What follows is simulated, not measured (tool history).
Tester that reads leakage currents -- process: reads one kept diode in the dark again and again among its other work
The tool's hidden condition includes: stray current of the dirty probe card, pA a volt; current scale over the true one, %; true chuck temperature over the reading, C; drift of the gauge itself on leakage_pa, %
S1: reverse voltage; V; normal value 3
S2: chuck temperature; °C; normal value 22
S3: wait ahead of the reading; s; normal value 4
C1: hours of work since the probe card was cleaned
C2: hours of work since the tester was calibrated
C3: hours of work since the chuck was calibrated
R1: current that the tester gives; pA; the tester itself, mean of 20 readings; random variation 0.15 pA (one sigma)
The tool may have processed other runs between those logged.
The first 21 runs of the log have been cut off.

run 22 hour=1891.9 | S1=14.93 S2=37 S3=6.17 | C1=1169 C2=783 C3=870 | R1=274.25
run 23 hour=2003.7 | S1=14.93 S2=41 S3=1.92 | C1=1215 C2=830 C3=916 | R1=356.26
run 24 hour=2067.6 | S1=3 S2=22 S3=0.71 | C1=1242 C2=856 C3=943 | R1=54.08
run 25 hour=2131.1 | S1=3 S2=27 S3=2.56 | C1=1268 C2=882 C3=969 | R1=76.87
run 26 hour=2229.4 | S1=3 S2=27 S3=0.32 | C1=1309 C2=923 C3=1010 | R1=77.28
run 27 hour=2316 | S1=6.87 S2=22 S3=4 | C1=1344 C2=959 C3=1045 | R1=75.1
run 28 hour=2415.8 | S1=3.81 S2=29 S3=0.51 | C1=1386 C2=1000 C3=1087 | R1=98.67
run 29 hour=2501.1 | S1=3.81 S2=29 S3=0.51 | C1=1421 C2=1035 C3=1122 | R1=98.63
run 30 hour=2595 | S1=8.55 S2=25 S3=0.75 | C1=1460 C2=1074 C3=1161 | R1=104.14
-- hour=2623.1 chuck's temperature calibrated
run 31 hour=2690.6 | S1=3 S2=42 S3=2.77 | C1=1498 C2=1113 C3=28 | R1=195.33
run 32 hour=2793.9 | S1=3 S2=42 S3=2.77 | C1=1541 C2=1155 C3=71 | R1=196.93
run 33 hour=2881.7 | S1=17.27 S2=58 S3=6.47 | C1=1577 C2=1191 C3=107 | R1=1014.24
run 34 hour=2978.4 | S1=3 S2=22 S3=1.65 | C1=1617 C2=1231 C3=147 | R1=50.19
run 35 hour=3073.2 | S1=3 S2=22 S3=1.65 | C1=1656 C2=1271 C3=186 | R1=50.58

Expected results for the next run?
run 36 hour=3159.7 | S1=16.02 S2=22 S3=4.34 | C1=1692 C2=1306 C3=222 | R1=?

For run 36 the tool returned R1 105.23 pA.
With the hidden condition absent and the run-to-run variation left alone, this run would have shown R1 83.92 pA.
